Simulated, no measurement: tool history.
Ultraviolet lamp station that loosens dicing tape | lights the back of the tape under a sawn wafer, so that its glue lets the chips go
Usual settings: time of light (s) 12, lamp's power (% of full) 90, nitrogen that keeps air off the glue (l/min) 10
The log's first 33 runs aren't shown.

run,hour,time of light (s),lamp's power (% of full),nitrogen that keeps air off the glue (l/min),hours of work of the lamp,hours of work since the window was cleaned,force that peels the tape off (N),light that reached the tape (J/m2)
34,284.9,12,90,10,464,75,0.541,5360
35,292.7,12,90,12,469,80,0.534,5370
36,304.1,12,90,12,476,87,0.519,5280
37,315.1,12,90,12,483,94,0.499,5350
38,321.4,12,95,14,487,98,0.451,5580
39,332.7,9,66,5,494,105,1.825,2930
40,340.4,9,85,5,499,110,1.364,3720
41,351.9,15,69,7,506,117,0.733,5010
42,357.2,15,81,13,510,121,0.409,5910

3 ways to go on from here, each from the tool as it stands after run 42. What would each give?
A,364.7,15,92,13,514,125,?,?
B,364.7,14,81,8,514,125,?,?
C,364.7,16,81,13,514,125,?,?

run,force that peels the tape off (N),light that reached the tape (J/m2)
A,0.307,6680
B,0.568,5480
C,0.349,6340
Without the tool's hidden state the same runs would have given:
run,force that peels the tape off (N),light that reached the tape (J/m2)
A,0.217,7800
B,0.409,6400
C,0.245,7390

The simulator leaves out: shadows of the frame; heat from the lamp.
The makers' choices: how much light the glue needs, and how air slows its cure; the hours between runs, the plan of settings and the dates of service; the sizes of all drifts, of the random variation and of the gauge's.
